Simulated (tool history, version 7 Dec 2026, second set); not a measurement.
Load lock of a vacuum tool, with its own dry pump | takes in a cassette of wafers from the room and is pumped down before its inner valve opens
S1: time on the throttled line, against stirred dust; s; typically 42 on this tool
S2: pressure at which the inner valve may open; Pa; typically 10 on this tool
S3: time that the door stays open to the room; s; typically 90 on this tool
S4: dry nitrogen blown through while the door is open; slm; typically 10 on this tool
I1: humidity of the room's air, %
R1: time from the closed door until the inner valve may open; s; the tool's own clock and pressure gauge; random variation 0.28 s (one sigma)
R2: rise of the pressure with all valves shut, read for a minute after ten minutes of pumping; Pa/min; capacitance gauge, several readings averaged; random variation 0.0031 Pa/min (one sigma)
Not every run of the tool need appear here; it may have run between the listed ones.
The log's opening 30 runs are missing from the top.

run      day  S1  S2  S3  S4    I1    R1     R2
 31  279.704  22  16  90  10  43.3  35.5  0.063
 32  289.312  22  16  90  10  45.0  35.2  0.069
 33  302.271  22  16  90  10  46.3  35.4  0.068
 34  311.517  22  16  90  10  44.1  35.2  0.068
 35  318.642  38   9  70  16  47.0  51.1  0.050
     321.567  -- door's seal changed, seat wiped
 36  326.804  38  20  32  16  45.1  49.5  0.028
 37  334.071  59  13  32  22  45.0  68.8  0.029
 38  342.962  59  13  32  22  45.3  69.8  0.028

Alternative continuations, all from the tool just after run 38; predict every row:
  A  348.900  71  13  222  12  45.3   ?   ?
  B  348.900  42  10  187   6  44.5   ?   ?
  C  348.900  59  10   40  22  40.6   ?   ?

run    R1     R2
  A  80.7  0.105
  B  54.5  0.128
  C  70.0  0.031
What these runs would have given with no unlogged condition in the tool:
run    R1     R2
  A  80.7  0.105
  B  54.5  0.128
  C  70.0  0.031

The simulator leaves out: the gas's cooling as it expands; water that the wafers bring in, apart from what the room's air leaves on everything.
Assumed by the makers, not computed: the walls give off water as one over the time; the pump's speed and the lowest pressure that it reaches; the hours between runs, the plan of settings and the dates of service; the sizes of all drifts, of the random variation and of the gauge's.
